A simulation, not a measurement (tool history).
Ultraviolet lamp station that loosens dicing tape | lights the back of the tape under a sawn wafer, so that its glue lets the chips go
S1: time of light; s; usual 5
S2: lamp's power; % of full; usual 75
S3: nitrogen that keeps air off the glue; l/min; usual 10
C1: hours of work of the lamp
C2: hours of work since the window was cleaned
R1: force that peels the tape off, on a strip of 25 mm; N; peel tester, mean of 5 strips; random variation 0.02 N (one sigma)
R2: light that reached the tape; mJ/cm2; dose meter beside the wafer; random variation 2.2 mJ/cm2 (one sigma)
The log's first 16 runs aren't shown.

run 17 hour=474.5 | S1=10 S2=76 S3=18 | C1=426 C2=272 | R1=0.255 R2=311
run 18 hour=496.1 | S1=10 S2=86 S3=7 | C1=436 C2=281 | R1=0.329 R2=361
-- hour=510.7 window cleaned of glue's vapour
run 19 hour=533.1 | S1=10 S2=86 S3=7 | C1=451 C2=10 | R1=0.277 R2=395
run 20 hour=563.8 | S1=5 S2=83 S3=10 | C1=465 C2=23 | R1=1.151 R2=185
run 21 hour=584.7 | S1=5 S2=60 S3=10 | C1=474 C2=32 | R1=2.073 R2=136
run 22 hour=631.4 | S1=2 S2=75 S3=10 | C1=494 C2=52 | R1=4.233 R2=64
run 23 hour=662.7 | S1=2 S2=75 S3=10 | C1=508 C2=66 | R1=4.441 R2=63
run 24 hour=689.4 | S1=2 S2=79 S3=11 | C1=519 C2=77 | R1=4.226 R2=71
run 25 hour=736.6 | S1=2 S2=79 S3=11 | C1=540 C2=98 | R1=4.168 R2=68
run 26 hour=781.6 | S1=2 S2=79 S3=11 | C1=559 C2=117 | R1=4.227 R2=65
run 27 hour=811.5 | S1=5 S2=79 S3=16 | C1=572 C2=130 | R1=1.205 R2=160
run 28 hour=833.6 | S1=3 S2=75 S3=10 | C1=582 C2=140 | R1=3.316 R2=91
run 29 hour=852.8 | S1=3 S2=75 S3=10 | C1=590 C2=148 | R1=3.327 R2=92
run 30 hour=879.9 | S1=3 S2=75 S3=10 | C1=602 C2=160 | R1=3.379 R2=91

Forecast each of these 4 alternatives for the next run:
run A hour=907.4 | S1=10 S2=73 S3=10 | C1=614 C2=172 | R1=? R2=?
run B hour=907.4 | S1=5 S2=75 S3=10 | C1=614 C2=172 | R1=? R2=?
run C hour=907.4 | S1=7 S2=75 S3=4 | C1=614 C2=172 | R1=? R2=?
run D hour=907.4 | S1=3 S2=96 S3=10 | C1=614 C2=172 | R1=? R2=?

run=A R1=0.428 R2=290
run=B R1=1.778 R2=151
run=C R1=1.699 R2=207
run=D R1=2.487 R2=116
Without the tool's hidden state the same runs would have given:
run=A R1=0.197 R2=401
run=B R1=0.972 R2=209
run=C R1=0.919 R2=288
run=D R1=1.545 R2=161

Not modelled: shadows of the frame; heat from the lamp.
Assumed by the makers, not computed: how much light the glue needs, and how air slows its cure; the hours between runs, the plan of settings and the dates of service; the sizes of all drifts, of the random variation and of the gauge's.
